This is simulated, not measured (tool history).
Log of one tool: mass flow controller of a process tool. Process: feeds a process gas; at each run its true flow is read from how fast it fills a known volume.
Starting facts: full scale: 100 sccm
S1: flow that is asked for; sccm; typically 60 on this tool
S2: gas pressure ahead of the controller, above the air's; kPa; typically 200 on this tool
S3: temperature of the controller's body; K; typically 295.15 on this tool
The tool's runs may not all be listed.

Run 1, hour 0: usual settings. Result: true flow (%) 98.99.
Run 2, hour 139.9: usual settings. Result: true flow (%) 98.94.
Run 3, hour 268.3: usual settings. Result: true flow (%) 98.87.
Run 4, hour 468.2: usual settings. Result: true flow (%) 99.01.
Run 5, hour 605.5: usual settings. Result: true flow (%) 99.14.
Run 6, hour 869.4: usual settings. Result: true flow (%) 99.
Run 7, hour 988.3: usual settings. Result: true flow (%) 99.05.
Run 8, hour 1267.8: usual settings. Result: true flow (%) 99.06.
Run 9, hour 1421.3: usual settings but S2 166 kPa. Result: true flow (%) 99.15.
Run 10, hour 1677.9: usual settings. Result: true flow (%) 98.91.
Run 11, hour 1870: usual settings. Result: true flow (%) 98.93.
Run 12, hour 1985.7: usual settings but S3 306.15 K. Result: true flow (%) 100.04.
Run 13, hour 2123: usual settings but S3 306.15 K. Result: true flow (%) 100.01.
Run 14, hour 2374.3: usual settings but S3 306.15 K. Result: true flow (%) 100.13.
Run 15, hour 2597.3: usual settings but S3 306.15 K. Result: true flow (%) 100.03.
Run 16, hour 2828.4: usual settings but S3 301.15 K. Result: true flow (%) 99.58.
Run 17, hour 3044: usual settings but S3 301.15 K. Result: true flow (%) 99.6.
Run 18, hour 3278.8: usual settings but S3 301.15 K. Result: true flow (%) 99.77.
Run 19, hour 3499.4: usual settings but S3 301.15 K. Result: true flow (%) 99.53.
Run 20, hour 3742.3: usual settings but S2 153 kPa. Result: true flow (%) 99.07.
At hour 3762.7: controller's zero set anew.
Run 21, hour 3964.9: usual settings but S2 153 kPa. Result: true flow (%) 98.61.
Run 22, hour 4233.2: usual settings but S1 56 sccm, S2 147 kPa. Result: true flow (%) 98.41.
Run 23, hour 4478.2: usual settings but S1 56 sccm, S2 147 kPa. Result: true flow (%) 98.45.
Run 24, hour 4613.2: usual settings but S1 56 sccm, S2 147 kPa. Result: true flow (%) 98.47.

The next listed run, before its measurement:
At hour 4743.2: controller's zero set anew, once more.
Run 25, hour 4794.9: usual settings but S1 31 sccm, S2 212 kPa, S3 297.15 K. Result: true flow (%) ?.

true flow (%): 100.23
Were there no unlogged condition in the tool, this run, its random variation unchanged, would have produced true flow (%) 98.88.

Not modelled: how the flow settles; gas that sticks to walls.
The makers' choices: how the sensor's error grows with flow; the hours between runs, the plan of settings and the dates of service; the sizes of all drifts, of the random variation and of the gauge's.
